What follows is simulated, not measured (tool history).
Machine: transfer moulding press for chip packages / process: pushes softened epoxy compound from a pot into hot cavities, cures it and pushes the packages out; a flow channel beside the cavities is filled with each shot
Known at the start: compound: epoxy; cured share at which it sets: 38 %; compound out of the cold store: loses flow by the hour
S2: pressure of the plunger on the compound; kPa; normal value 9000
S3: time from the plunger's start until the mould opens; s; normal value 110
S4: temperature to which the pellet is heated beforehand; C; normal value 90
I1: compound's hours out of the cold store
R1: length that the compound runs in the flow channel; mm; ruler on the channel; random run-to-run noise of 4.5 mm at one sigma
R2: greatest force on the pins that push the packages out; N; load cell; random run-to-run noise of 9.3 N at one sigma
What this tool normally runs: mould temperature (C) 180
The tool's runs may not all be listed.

{"run": 1, "hour": 0.0, "mould temperature (C)": 180, "S2": 9000, "S3": 110, "S4": 90, "I1": 11.5, "R1": 827, "R2": 735}
{"run": 2, "hour": 52.3, "mould temperature (C)": 180, "S2": 9000, "S3": 112, "S4": 90, "I1": 45.7, "R1": 767, "R2": 866}
{"hour": 61.0, "done": "cavities cleaned with cleaning compound and waxed"}
{"run": 3, "hour": 81.6, "mould temperature (C)": 177, "S2": 9000, "S3": 110, "S4": 90, "I1": 31.4, "R1": 792, "R2": 748}
{"hour": 111.4, "done": "plunger's sealing rings changed"}
{"run": 4, "hour": 136.5, "mould temperature (C)": 180, "S2": 8490, "S3": 110, "S4": 90, "I1": 46.1, "R1": 768, "R2": 867}
{"hour": 153.2, "done": "cavities cleaned with cleaning compound and waxed"}
{"run": 5, "hour": 191.2, "mould temperature (C)": 180, "S2": 8490, "S3": 110, "S4": 90, "I1": 29.1, "R1": 797, "R2": 747}
{"run": 6, "hour": 238.1, "mould temperature (C)": 180, "S2": 8490, "S3": 110, "S4": 90, "I1": 43.4, "R1": 766, "R2": 918}
{"hour": 244.5, "done": "cavities cleaned with cleaning compound and waxed"}
{"run": 7, "hour": 285.0, "mould temperature (C)": 180, "S2": 8490, "S3": 110, "S4": 90, "I1": 11, "R1": 808, "R2": 815}
{"run": 8, "hour": 321.8, "mould temperature (C)": 180, "S2": 8490, "S3": 110, "S4": 90, "I1": 35.9, "R1": 770, "R2": 900}
{"hour": 337.3, "done": "cavities cleaned with cleaning compound and waxed"}
{"run": 9, "hour": 356.6, "mould temperature (C)": 180, "S2": 9000, "S3": 110, "S4": 80, "I1": 16.8, "R1": 814, "R2": 633}
{"run": 10, "hour": 408.9, "mould temperature (C)": 180, "S2": 9000, "S3": 110, "S4": 80, "I1": 39.6, "R1": 781, "R2": 891}
{"hour": 429.3, "done": "cavities cleaned with cleaning compound and waxed"}
{"run": 11, "hour": 462.0, "mould temperature (C)": 180, "S2": 9000, "S3": 110, "S4": 80, "I1": 40.9, "R1": 778, "R2": 722}
{"hour": 502.4, "done": "plunger's sealing rings changed"}
{"run": 12, "hour": 510.5, "mould temperature (C)": 180, "S2": 9000, "S3": 110, "S4": 80, "I1": 45.5, "R1": 808, "R2": 921}
{"hour": 522.0, "done": "cavities cleaned with cleaning compound and waxed"}
{"run": 13, "hour": 544.5, "mould temperature (C)": 180, "S2": 9000, "S3": 110, "S4": 80, "I1": 22.1, "R1": 834, "R2": 665}
{"run": 14, "hour": 589.7, "mould temperature (C)": 180, "S2": 9000, "S3": 143, "S4": 98, "I1": 24.5, "R1": 824, "R2": 747}
{"hour": 615.3, "done": "cavities cleaned with cleaning compound and waxed"}
{"run": 15, "hour": 618.9, "mould temperature (C)": 180, "S2": 9480, "S3": 110, "S4": 93, "I1": 9.4, "R1": 874, "R2": 486}
{"run": 16, "hour": 666.1, "mould temperature (C)": 180, "S2": 8150, "S3": 121, "S4": 96, "I1": 8.2, "R1": 809, "R2": 763}
{"run": 17, "hour": 695.6, "mould temperature (C)": 180, "S2": 8150, "S3": 121, "S4": 96, "I1": 20.7, "R1": 784, "R2": 831}
{"hour": 705.9, "done": "cavities cleaned with cleaning compound and waxed"}
{"run": 18, "hour": 742.4, "mould temperature (C)": 179, "S2": 8700, "S3": 121, "S4": 82, "I1": 11.6, "R1": 830, "R2": 727}
{"hour": 748.9, "done": "mould's thermocouples calibrated"}
{"run": 19, "hour": 778.8, "mould temperature (C)": 187, "S2": 8700, "S3": 95, "S4": 82, "I1": 16, "R1": 771, "R2": 780}
{"hour": 797.8, "done": "cavities cleaned with cleaning compound and waxed"}
{"run": 20, "hour": 802.5, "mould temperature (C)": 174, "S2": 9000, "S3": 103, "S4": 90, "I1": 19.4, "R1": 840, "R2": 791}
{"run": 21, "hour": 844.7, "mould temperature (C)": 180, "S2": 8250, "S3": 93, "S4": 87, "I1": 44.9, "R1": 733, "R2": 1030}

Forecast run 22:
{"run": 22, "hour": 880.8, "mould temperature (C)": 186, "S2": 9000, "S3": 147, "S4": 97, "I1": 31.3, "R1": "?", "R2": "?"}

R1: 765 mm
R2: 768 N
Were there no unlogged condition in the tool, this run, its random variation unchanged, would have produced R1 803 mm, R2 361 N.
